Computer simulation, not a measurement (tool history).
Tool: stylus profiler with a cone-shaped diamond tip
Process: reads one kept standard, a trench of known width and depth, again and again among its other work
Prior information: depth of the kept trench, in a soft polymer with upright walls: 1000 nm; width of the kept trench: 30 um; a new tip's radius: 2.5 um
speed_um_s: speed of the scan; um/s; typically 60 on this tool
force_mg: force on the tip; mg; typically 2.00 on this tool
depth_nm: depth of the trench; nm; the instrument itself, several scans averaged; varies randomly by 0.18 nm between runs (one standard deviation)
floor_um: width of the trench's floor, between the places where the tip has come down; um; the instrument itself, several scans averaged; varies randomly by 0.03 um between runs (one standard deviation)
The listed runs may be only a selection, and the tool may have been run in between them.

run,hour,speed_um_s,force_mg,depth_nm,floor_um
1,0.0,60,2.00,1011.72,25.68
2,35.2,60,2.00,1011.51,25.62
3,51.8,60,2.00,1011.69,25.63
4,90.8,60,2.00,1011.77,25.60
5,124.8,60,2.00,1011.60,25.61
6,155.7,120,2.00,1011.14,25.27
7,179.4,120,2.00,1011.52,25.29
8,196.3,120,2.00,1011.74,25.27
9,226.4,192,2.00,1011.42,24.84
10,265.3,192,2.00,1011.46,24.86
11,295.4,192,2.00,1011.57,24.86
12,319.2,60,2.00,1011.58,25.62
13,343.1,60,1.00,1007.66,25.44
14,361.9,60,2.00,1011.41,25.60
15,401.3,60,2.00,1011.62,25.62
16,418.9,60,2.00,1011.31,25.63
17,445.0,60,2.00,1011.48,25.65
18,479.6,60,1.58,1009.97,25.58
19,517.5,25,1.58,1009.95,25.82
20,547.8,60,1.58,1009.77,25.59
21,576.9,60,1.58,1010.03,25.58
# hour 606.9: height scale calibrated on a step standard
22,615.9,60,1.58,1009.71,25.57
23,655.0,16,1.58,1009.77,25.82
24,687.1,61,1.58,1009.75,25.56
25,722.4,60,4.51,1019.87,25.75
26,743.8,106,1.27,1008.70,25.17
27,782.1,98,1.33,1008.83,25.27
28,801.7,105,3.55,1017.19,25.51
29,833.1,148,0.72,1005.62,24.48
30,859.4,60,0.77,1005.99,25.43
31,886.7,156,0.87,1006.80,24.58
32,910.7,34,0.87,1006.88,25.72
33,943.3,184,0.87,1006.73,24.32
34,964.3,211,1.45,1009.28,24.48
35,992.8,18,0.93,1007.23,25.82
36,1024.1,18,0.93,1006.93,25.84
37,1060.3,18,0.93,1007.09,25.76
38,1089.6,59,0.93,1006.99,25.51
39,1117.9,57,4.94,1021.38,25.74
40,1137.3,60,1.99,1011.45,25.62
41,1170.3,170,2.59,1013.95,25.15
42,1193.7,170,2.59,1013.64,25.10

What if the next run were any one of these 3? Each begins from the tool's condition after run 42:
A,1218.1,17,0.91,?,?
B,1218.1,166,1.94,?,?
C,1218.1,32,1.64,?,?

run,depth_nm,floor_um
A,1006.53,25.76
B,1011.45,24.96
C,1009.95,25.74
With no hidden state in the tool, these same runs would have given:
run,depth_nm,floor_um
A,1006.55,25.77
B,1011.46,24.97
C,1009.96,25.76
